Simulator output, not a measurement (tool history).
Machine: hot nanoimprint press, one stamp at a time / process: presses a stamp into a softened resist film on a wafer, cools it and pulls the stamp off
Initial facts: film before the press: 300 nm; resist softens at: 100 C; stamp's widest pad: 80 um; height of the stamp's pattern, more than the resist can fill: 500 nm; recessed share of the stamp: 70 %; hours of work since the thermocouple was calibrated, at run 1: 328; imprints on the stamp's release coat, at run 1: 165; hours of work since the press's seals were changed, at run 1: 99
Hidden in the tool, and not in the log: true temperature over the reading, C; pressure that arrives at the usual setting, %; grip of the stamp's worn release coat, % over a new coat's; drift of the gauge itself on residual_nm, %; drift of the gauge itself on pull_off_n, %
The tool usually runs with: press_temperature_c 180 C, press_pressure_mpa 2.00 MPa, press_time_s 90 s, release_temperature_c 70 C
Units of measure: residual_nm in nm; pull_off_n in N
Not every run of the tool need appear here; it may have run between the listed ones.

| run | hour | press_temperature_c | press_pressure_mpa | press_time_s | release_temperature_c | hours of work since the thermocouple was calibrated | imprints on the stamp's release coat | hours of work since the press's seals were changed | residual_nm | pull_off_n |
|---|---|---|---|---|---|---|---|---|---|---|
| 1 | 0.0 | 180 | 2.00 | 90 | 70 | 328 | 165 | 99 | 113.5 | 96 |
| 2 | 30.7 | 180 | 2.00 | 90 | 70 | 347 | 274 | 118 | 114.1 | 99 |
| 3 | 46.1 | 180 | 2.00 | 90 | 70 | 357 | 329 | 128 | 114.7 | 94 |
| 4 | 74.1 | 180 | 2.00 | 90 | 70 | 374 | 428 | 145 | 113.1 | 98 |
| 5 | 97.8 | 180 | 1.36 | 90 | 70 | 388 | 512 | 160 | 136.0 | 97 |
|  | 122.2 | plate thermocouple calibrated |
| 6 | 131.2 | 180 | 2.00 | 90 | 70 | 6 | 620 | 178 | 112.8 | 97 |
| 7 | 147.6 | 180 | 2.00 | 90 | 73 | 16 | 678 | 188 | 113.9 | 95 |
| 8 | 179.7 | 180 | 2.00 | 90 | 70 | 35 | 792 | 208 | 113.2 | 95 |
| 9 | 206.3 | 180 | 2.00 | 90 | 70 | 52 | 886 | 225 | 113.9 | 102 |
| 10 | 224.3 | 180 | 2.00 | 90 | 70 | 63 | 950 | 236 | 112.4 | 95 |
| 11 | 258.1 | 180 | 2.00 | 90 | 70 | 84 | 1070 | 257 | 113.3 | 94 |
| 12 | 281.2 | 180 | 2.00 | 90 | 70 | 98 | 1151 | 271 | 113.3 | 99 |
| 13 | 309.9 | 180 | 2.00 | 90 | 64 | 116 | 1253 | 289 | 113.6 | 97 |
| 14 | 342.8 | 180 | 2.00 | 90 | 64 | 136 | 1370 | 309 | 113.4 | 108 |
| 15 | 373.6 | 180 | 2.00 | 90 | 64 | 155 | 1479 | 328 | 113.9 | 102 |
| 16 | 389.6 | 180 | 2.00 | 90 | 64 | 165 | 1536 | 338 | 113.5 | 100 |
| 17 | 418.9 | 180 | 1.51 | 93 | 70 | 183 | 1640 | 356 | 128.4 | 97 |
| 18 | 437.4 | 178 | 2.03 | 62 | 70 | 194 | 1705 | 367 | 141.3 | 98 |
| 19 | 451.8 | 178 | 2.03 | 62 | 70 | 203 | 1756 | 376 | 141.3 | 99 |
| 20 | 466.7 | 178 | 2.03 | 62 | 70 | 213 | 1809 | 385 | 140.2 | 99 |
| 21 | 481.6 | 178 | 2.03 | 62 | 70 | 222 | 1862 | 395 | 141.2 | 98 |
| 22 | 500.7 | 169 | 1.97 | 90 | 72 | 233 | 1930 | 406 | 183.2 | 97 |
|  | 509.6 | stamp cleaned and given a new release coat |
| 23 | 533.9 | 169 | 3.09 | 50 | 72 | 250 | 86 | 423 | 183.4 | 95 |
| 24 | 550.0 | 184 | 2.86 | 86 | 71 | 260 | 143 | 433 | 80.1 | 93 |
| 25 | 578.7 | 181 | 2.00 | 90 | 70 | 278 | 245 | 451 | 108.2 | 96 |

Expected results for the next run?
| 26 | 599.1 | 182 | 2.00 | 104 | 70 | 290 | 317 | 463 | ? | ? |

Run 26 came out at residual_nm 97.0 nm, pull_off_n 96 N.
Without the tool's hidden state the same run would have given residual_nm 96.9 nm, pull_off_n 96 N.
